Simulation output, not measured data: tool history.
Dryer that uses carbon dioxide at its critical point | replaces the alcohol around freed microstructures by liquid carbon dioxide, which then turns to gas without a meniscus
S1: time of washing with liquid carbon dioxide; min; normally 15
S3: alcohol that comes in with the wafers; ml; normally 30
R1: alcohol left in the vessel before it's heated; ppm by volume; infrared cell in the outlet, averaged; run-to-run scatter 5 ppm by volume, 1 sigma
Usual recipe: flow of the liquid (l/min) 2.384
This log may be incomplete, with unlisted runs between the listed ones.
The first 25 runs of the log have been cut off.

Run 26, hour 297.2: usual settings but S1 16 min, flow of the liquid (l/min) 3.890, S3 53 ml. Result: R1 21 ppm by volume.
Run 27, hour 309.2: usual settings but S1 16 min, flow of the liquid (l/min) 3.890, S3 53 ml. Result: R1 14 ppm by volume.
Run 28, hour 318.8: usual settings but S1 12 min, flow of the liquid (l/min) 1.710, S3 43 ml. Result: R1 177 ppm by volume.
At hour 325.7: inlet filter changed.
Run 29, hour 332.7: usual settings but S1 12 min, flow of the liquid (l/min) 1.710, S3 59 ml. Result: R1 139 ppm by volume.
Run 30, hour 346.7: usual settings but S1 12 min, flow of the liquid (l/min) 1.710, S3 59 ml. Result: R1 145 ppm by volume.
Run 31, hour 357.9: usual settings but S1 12 min, flow of the liquid (l/min) 1.710, S3 59 ml. Result: R1 151 ppm by volume.
Run 32, hour 365.1: usual settings but S1 12 min, flow of the liquid (l/min) 1.710, S3 59 ml. Result: R1 165 ppm by volume.
Run 33, hour 373.9: usual settings but S1 16 min, flow of the liquid (l/min) 1.710, S3 46 ml. Result: R1 46 ppm by volume.
Run 34, hour 390.6: usual settings but S1 16 min, flow of the liquid (l/min) 1.710, S3 46 ml. Result: R1 46 ppm by volume.
Run 35, hour 398.9: usual settings but flow of the liquid (l/min) 1.440, S3 36 ml. Result: R1 86 ppm by volume.
Run 36, hour 407.6: usual settings but flow of the liquid (l/min) 1.440, S3 25 ml. Result: R1 66 ppm by volume.
Run 37, hour 417.1: usual settings but S1 9 min, flow of the liquid (l/min) 3.440, S3 25 ml. Result: R1 30 ppm by volume.
Run 38, hour 427.5: usual settings but S1 9 min, flow of the liquid (l/min) 2.480. Result: R1 63 ppm by volume.
Run 39, hour 438.2: usual settings but S1 9 min, flow of the liquid (l/min) 2.480, S3 75 ml. Result: R1 152 ppm by volume.

Run 40 is up next; what results do you expect?
Run 40, hour 449.0: usual settings but S1 16 min, flow of the liquid (l/min) 2.880, S3 43 ml. Result: R1 ?.

R1: 30 ppm by volume
With no hidden state in the tool, this same run would have given R1 9 ppm by volume.
